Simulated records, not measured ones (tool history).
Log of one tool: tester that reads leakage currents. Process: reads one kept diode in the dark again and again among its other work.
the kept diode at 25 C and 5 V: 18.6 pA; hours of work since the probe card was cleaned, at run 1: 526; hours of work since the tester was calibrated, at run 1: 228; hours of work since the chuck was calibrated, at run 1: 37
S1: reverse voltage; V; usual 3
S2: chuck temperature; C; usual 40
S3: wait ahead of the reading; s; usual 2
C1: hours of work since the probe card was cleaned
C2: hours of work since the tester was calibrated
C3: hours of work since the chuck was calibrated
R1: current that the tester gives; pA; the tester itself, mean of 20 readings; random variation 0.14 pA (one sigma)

run	hour	S1	S2	S3	C1	C2	C3	R1
1	0	3	40	2	526	228	37	45.65
2	101.2	3	40	2	597	300	109	44.57
3	172.3	3	40	2	648	351	160	43.62
4	241.3	3	40	2	697	400	209	43.3
5	334.4	3	40	2	763	466	275	42.66
6	406.7	3	40	2	814	517	326	42.1
7	476.4	3	40	2	864	567	376	41.24
8	569.8	3	40	2	930	633	442	40.62
9	626.8	3	40	2	970	673	482	40.13
10	691.5	3	40	2	1016	719	528	39.75
11	733.5	3	40	2	1046	749	558	39.63
# hour 755.5: chuck's temperature calibrated
12	828	3	40	1.38	1112	815	51	46.38
13	908.5	3	40	1.38	1169	872	109	45.73
14	962	3	40	9.2	1207	910	147	45.2
15	1019.9	9.17	40	2	1248	951	188	76.57
16	1077.8	9.17	40	2	1289	992	229	75.82
17	1129.5	9.17	40	2	1326	1029	265	75.09
18	1200.2	3	40	1.08	1376	1079	316	43.49
19	1272.1	3	40	1.08	1427	1130	367	42.68
20	1348.4	3	26	1.08	1481	1184	421	16.53
21	1408.8	13.34	26	3.27	1524	1227	464	37.27
22	1484.2	4.9	56	1.11	1578	1280	517	146.12
23	1553.1	4.9	56	1.11	1626	1329	566	143.86
# hour 1570.5: chuck's temperature calibrated
24	1643	4.9	56	1.11	1689	1392	51	164.68
25	1741.9	1.04	27	1.57	1759	1462	122	11.2
26	1826.5	3	41	0.48	1819	1522	182	48.46
# hour 1835.5: tester calibrated
27	1921	3	41	0.48	1885	61	247	47.5
28	1990.9	1.13	40	8.09	1934	110	297	27.03
29	2038.3	1.04	52	8.17	1968	144	331	57.29
30	2093.2	3	39	4.82	2007	183	370	39.63
31	2187.9	11.57	40	2.52	2074	250	437	82.5
32	2287.6	3.89	24	0.63	2145	321	508	17.66
33	2358.9	9.62	24	0.97	2196	372	558	30.55
# hour 2383.6: chuck's temperature calibrated
34	2403.4	14.44	40	2	2226	402	14	105.38
# hour 2469.8: tester calibrated, once more
35	2476.6	14.44	34	0.49	2276	5	65	79.01
36	2545.1	1.63	34	1.98	2325	53	113	23.39
37	2616.6	1.63	34	1.98	2376	104	164	23.17
38	2708.8	1.63	34	1.98	2441	170	229	22.72
# hour 2756.7: probe card cleaned and baked
39	2777.2	12.28	23	3.77	15	216	276	22.39

Forecast each of these 3 alternatives for the next run:
A	2860	3	21	1.02	73	275	335	?
B	2860	18.41	40	0.63	73	275	335	?
C	2860	3	37	2	73	275	335	?

run	R1
A	10.2
B	96.55
C	32.94
Without the tool's hidden state the same runs would have given:
run	R1
A	11.35
B	106.4
C	36.7

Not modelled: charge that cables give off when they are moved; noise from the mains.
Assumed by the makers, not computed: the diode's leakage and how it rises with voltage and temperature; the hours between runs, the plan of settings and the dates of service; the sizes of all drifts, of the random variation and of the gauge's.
